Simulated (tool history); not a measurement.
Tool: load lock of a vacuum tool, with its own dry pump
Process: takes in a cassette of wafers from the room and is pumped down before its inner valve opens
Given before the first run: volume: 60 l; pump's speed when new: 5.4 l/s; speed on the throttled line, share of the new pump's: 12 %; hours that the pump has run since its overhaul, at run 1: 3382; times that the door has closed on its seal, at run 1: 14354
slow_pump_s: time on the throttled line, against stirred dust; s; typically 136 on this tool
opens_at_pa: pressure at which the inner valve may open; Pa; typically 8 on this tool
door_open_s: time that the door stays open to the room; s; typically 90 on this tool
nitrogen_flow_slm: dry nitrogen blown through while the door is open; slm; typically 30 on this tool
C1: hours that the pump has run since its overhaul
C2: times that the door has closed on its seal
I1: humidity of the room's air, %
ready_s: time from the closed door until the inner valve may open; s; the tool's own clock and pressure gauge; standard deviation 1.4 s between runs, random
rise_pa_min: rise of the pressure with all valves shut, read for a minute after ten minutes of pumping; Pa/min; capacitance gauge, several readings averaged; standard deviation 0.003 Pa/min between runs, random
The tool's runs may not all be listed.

{"run": 1, "hour": 0.0, "slow_pump_s": 136, "opens_at_pa": 8, "door_open_s": 90, "nitrogen_flow_slm": 30, "C1": 3382, "C2": 14354, "I1": 44.4, "ready_s": 225.2, "rise_pa_min": 0.062}
{"run": 2, "hour": 115.4, "slow_pump_s": 136, "opens_at_pa": 8, "door_open_s": 90, "nitrogen_flow_slm": 30, "C1": 3498, "C2": 14748, "I1": 46.3, "ready_s": 228.2, "rise_pa_min": 0.06}
{"run": 3, "hour": 253.1, "slow_pump_s": 136, "opens_at_pa": 8, "door_open_s": 90, "nitrogen_flow_slm": 30, "C1": 3635, "C2": 15217, "I1": 44.8, "ready_s": 229.5, "rise_pa_min": 0.064}
{"run": 4, "hour": 393.3, "slow_pump_s": 182, "opens_at_pa": 8, "door_open_s": 90, "nitrogen_flow_slm": 30, "C1": 3776, "C2": 15695, "I1": 46.4, "ready_s": 268.5, "rise_pa_min": 0.061}
{"run": 5, "hour": 573.9, "slow_pump_s": 182, "opens_at_pa": 8, "door_open_s": 90, "nitrogen_flow_slm": 30, "C1": 3956, "C2": 16310, "I1": 46.7, "ready_s": 265.9, "rise_pa_min": 0.064}
{"run": 6, "hour": 711.5, "slow_pump_s": 182, "opens_at_pa": 8, "door_open_s": 90, "nitrogen_flow_slm": 30, "C1": 4094, "C2": 16780, "I1": 45.4, "ready_s": 266.7, "rise_pa_min": 0.072}
{"run": 7, "hour": 875.2, "slow_pump_s": 86, "opens_at_pa": 8, "door_open_s": 90, "nitrogen_flow_slm": 30, "C1": 4258, "C2": 17338, "I1": 42.3, "ready_s": 183.9, "rise_pa_min": 0.069}
{"run": 8, "hour": 1049.1, "slow_pump_s": 136, "opens_at_pa": 8, "door_open_s": 90, "nitrogen_flow_slm": 30, "C1": 4431, "C2": 17930, "I1": 45.1, "ready_s": 227.6, "rise_pa_min": 0.076}
{"run": 9, "hour": 1156.1, "slow_pump_s": 136, "opens_at_pa": 8, "door_open_s": 90, "nitrogen_flow_slm": 30, "C1": 4538, "C2": 18295, "I1": 43.2, "ready_s": 227.4, "rise_pa_min": 0.073}
{"run": 10, "hour": 1325.5, "slow_pump_s": 136, "opens_at_pa": 8, "door_open_s": 82, "nitrogen_flow_slm": 30, "C1": 4708, "C2": 18873, "I1": 44.6, "ready_s": 227.8, "rise_pa_min": 0.077}
{"run": 11, "hour": 1430.7, "slow_pump_s": 170, "opens_at_pa": 10, "door_open_s": 90, "nitrogen_flow_slm": 30, "C1": 4813, "C2": 19231, "I1": 41.8, "ready_s": 255.6, "rise_pa_min": 0.08}
{"run": 12, "hour": 1595.3, "slow_pump_s": 170, "opens_at_pa": 10, "door_open_s": 90, "nitrogen_flow_slm": 30, "C1": 4978, "C2": 19792, "I1": 44.1, "ready_s": 253.5, "rise_pa_min": 0.085}
{"run": 13, "hour": 1725.4, "slow_pump_s": 170, "opens_at_pa": 10, "door_open_s": 90, "nitrogen_flow_slm": 30, "C1": 5108, "C2": 20236, "I1": 43.4, "ready_s": 252.1, "rise_pa_min": 0.084}
{"run": 14, "hour": 1912.4, "slow_pump_s": 235, "opens_at_pa": 8, "door_open_s": 129, "nitrogen_flow_slm": 6, "C1": 5295, "C2": 20873, "I1": 43.4, "ready_s": 314.2, "rise_pa_min": 0.119}
{"run": 15, "hour": 2114.8, "slow_pump_s": 235, "opens_at_pa": 8, "door_open_s": 129, "nitrogen_flow_slm": 6, "C1": 5497, "C2": 21563, "I1": 45.4, "ready_s": 316.7, "rise_pa_min": 0.126}
{"run": 16, "hour": 2223.7, "slow_pump_s": 235, "opens_at_pa": 12, "door_open_s": 185, "nitrogen_flow_slm": 6, "C1": 5606, "C2": 21934, "I1": 43.1, "ready_s": 309.2, "rise_pa_min": 0.141}
{"run": 17, "hour": 2381.9, "slow_pump_s": 81, "opens_at_pa": 6, "door_open_s": 202, "nitrogen_flow_slm": 6, "C1": 5764, "C2": 22474, "I1": 42.7, "ready_s": 184, "rise_pa_min": 0.131}
{"run": 18, "hour": 2536.0, "slow_pump_s": 88, "opens_at_pa": 8, "door_open_s": 90, "nitrogen_flow_slm": 30, "C1": 5918, "C2": 22999, "I1": 47.2, "ready_s": 185.8, "rise_pa_min": 0.1}
{"run": 19, "hour": 2631.0, "slow_pump_s": 169, "opens_at_pa": 10, "door_open_s": 232, "nitrogen_flow_slm": 6, "C1": 6013, "C2": 23323, "I1": 44.4, "ready_s": 253.8, "rise_pa_min": 0.148}

Each row is a separate what-if for the run after 19, all from the same tool condition, not one after another. Results?
{"run": "A", "hour": 2769.2, "slow_pump_s": 169, "opens_at_pa": 10, "door_open_s": 232, "nitrogen_flow_slm": 19, "C1": 6152, "C2": 23794, "I1": 47.9, "ready_s": "?", "rise_pa_min": "?"}
{"run": "B", "hour": 2769.2, "slow_pump_s": 264, "opens_at_pa": 10, "door_open_s": 232, "nitrogen_flow_slm": 6, "C1": 6152, "C2": 23794, "I1": 47.1, "ready_s": "?", "rise_pa_min": "?"}
{"run": "C", "hour": 2769.2, "slow_pump_s": 90, "opens_at_pa": 8, "door_open_s": 90, "nitrogen_flow_slm": 7, "C1": 6152, "C2": 23794, "I1": 45.7, "ready_s": "?", "rise_pa_min": "?"}
{"run": "D", "hour": 2769.2, "slow_pump_s": 169, "opens_at_pa": 14, "door_open_s": 224, "nitrogen_flow_slm": 18, "C1": 6152, "C2": 23794, "I1": 46.2, "ready_s": "?", "rise_pa_min": "?"}

run=A ready_s=253.4 rise_pa_min=0.125
run=B ready_s=337.3 rise_pa_min=0.155
run=C ready_s=188.8 rise_pa_min=0.131
run=D ready_s=251.2 rise_pa_min=0.125
What these runs would have given with no unlogged condition in the tool:
run=A ready_s=250.9 rise_pa_min=0.038
run=B ready_s=334.8 rise_pa_min=0.067
run=C ready_s=185.6 rise_pa_min=0.043
run=D ready_s=248.5 rise_pa_min=0.038
